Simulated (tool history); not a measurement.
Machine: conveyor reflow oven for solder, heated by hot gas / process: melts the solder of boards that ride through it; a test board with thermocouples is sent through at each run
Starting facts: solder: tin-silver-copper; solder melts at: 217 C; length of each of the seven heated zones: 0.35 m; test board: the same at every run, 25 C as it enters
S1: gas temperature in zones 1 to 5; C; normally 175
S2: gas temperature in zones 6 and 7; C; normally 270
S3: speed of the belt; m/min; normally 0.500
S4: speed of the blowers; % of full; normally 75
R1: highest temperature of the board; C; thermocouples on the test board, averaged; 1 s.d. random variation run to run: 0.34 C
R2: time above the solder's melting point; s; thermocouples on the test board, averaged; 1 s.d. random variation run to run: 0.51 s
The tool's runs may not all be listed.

{"run": 1, "hour": 0.0, "S1": 175, "S2": 270, "S3": 0.5, "S4": 75, "R1": 252.3, "R2": 63.3}
{"run": 2, "hour": 8.5, "S1": 164, "S2": 270, "S3": 0.5, "S4": 75, "R1": 250.6, "R2": 57.7}
{"run": 3, "hour": 15.5, "S1": 164, "S2": 270, "S3": 0.5, "S4": 75, "R1": 250.4, "R2": 57.0}
{"run": 4, "hour": 21.8, "S1": 175, "S2": 270, "S3": 0.454, "S4": 75, "R1": 256.3, "R2": 72.9}
{"run": 5, "hour": 31.4, "S1": 175, "S2": 270, "S3": 0.5, "S4": 75, "R1": 253.0, "R2": 63.2}
{"run": 6, "hour": 35.9, "S1": 175, "S2": 270, "S3": 0.407, "S4": 75, "R1": 259.6, "R2": 85.2}
{"run": 7, "hour": 40.3, "S1": 175, "S2": 270, "S3": 0.5, "S4": 75, "R1": 253.2, "R2": 63.3}
{"run": 8, "hour": 46.0, "S1": 175, "S2": 270, "S3": 0.5, "S4": 75, "R1": 253.2, "R2": 63.3}
{"run": 9, "hour": 53.1, "S1": 175, "S2": 270, "S3": 0.5, "S4": 75, "R1": 253.2, "R2": 63.2}
{"run": 10, "hour": 59.9, "S1": 175, "S2": 270, "S3": 0.5, "S4": 75, "R1": 252.7, "R2": 62.7}
{"run": 11, "hour": 69.4, "S1": 175, "S2": 270, "S3": 0.5, "S4": 75, "R1": 252.6, "R2": 63.7}
{"run": 12, "hour": 77.5, "S1": 175, "S2": 279, "S3": 0.5, "S4": 75, "R1": 260.2, "R2": 68.8}
{"run": 13, "hour": 85.9, "S1": 175, "S2": 279, "S3": 0.5, "S4": 75, "R1": 260.0, "R2": 68.4}
{"run": 14, "hour": 95.4, "S1": 183, "S2": 279, "S3": 0.445, "S4": 75, "R1": 266.1, "R2": 84.5}
{"run": 15, "hour": 103.0, "S1": 180, "S2": 270, "S3": 0.544, "S4": 52, "R1": 242.0, "R2": 47.1}
{"run": 16, "hour": 108.8, "S1": 168, "S2": 270, "S3": 0.505, "S4": 82, "R1": 253.1, "R2": 60.5}
{"run": 17, "hour": 114.2, "S1": 168, "S2": 270, "S3": 0.505, "S4": 82, "R1": 253.4, "R2": 60.8}
{"run": 18, "hour": 120.4, "S1": 187, "S2": 270, "S3": 0.536, "S4": 82, "R1": 255.0, "R2": 65.2}
{"run": 19, "hour": 126.9, "S1": 187, "S2": 275, "S3": 0.536, "S4": 82, "R1": 259.1, "R2": 66.8}
{"run": 20, "hour": 133.1, "S1": 187, "S2": 275, "S3": 0.536, "S4": 82, "R1": 259.0, "R2": 68.0}
{"run": 21, "hour": 139.5, "S1": 187, "S2": 275, "S3": 0.536, "S4": 82, "R1": 259.5, "R2": 67.6}
{"run": 22, "hour": 144.4, "S1": 175, "S2": 262, "S3": 0.575, "S4": 75, "R1": 242.0, "R2": 44.6}
{"run": 23, "hour": 152.1, "S1": 175, "S2": 262, "S3": 0.575, "S4": 75, "R1": 241.6, "R2": 44.3}
{"run": 24, "hour": 157.0, "S1": 175, "S2": 262, "S3": 0.575, "S4": 75, "R1": 241.0, "R2": 43.7}
{"run": 25, "hour": 165.8, "S1": 163, "S2": 270, "S3": 0.452, "S4": 75, "R1": 254.4, "R2": 67.1}

Alternative continuations, all from the tool just after run 25; predict every row:
{"run": "A", "hour": 173.5, "S1": 163, "S2": 274, "S3": 0.536, "S4": 75, "R1": "?", "R2": "?"}
{"run": "B", "hour": 173.5, "S1": 163, "S2": 270, "S3": 0.452, "S4": 60, "R1": "?", "R2": "?"}
{"run": "C", "hour": 173.5, "S1": 190, "S2": 283, "S3": 0.5, "S4": 75, "R1": "?", "R2": "?"}

run=A R1=251.2 R2=52.1
run=B R1=249.2 R2=61.3
run=C R1=266.1 R2=78.6
Stripped of hidden state, with their random variation kept, the same runs would have yielded:
run=A R1=251.4 R2=52.1
run=B R1=248.9 R2=60.8
run=C R1=265.9 R2=77.9
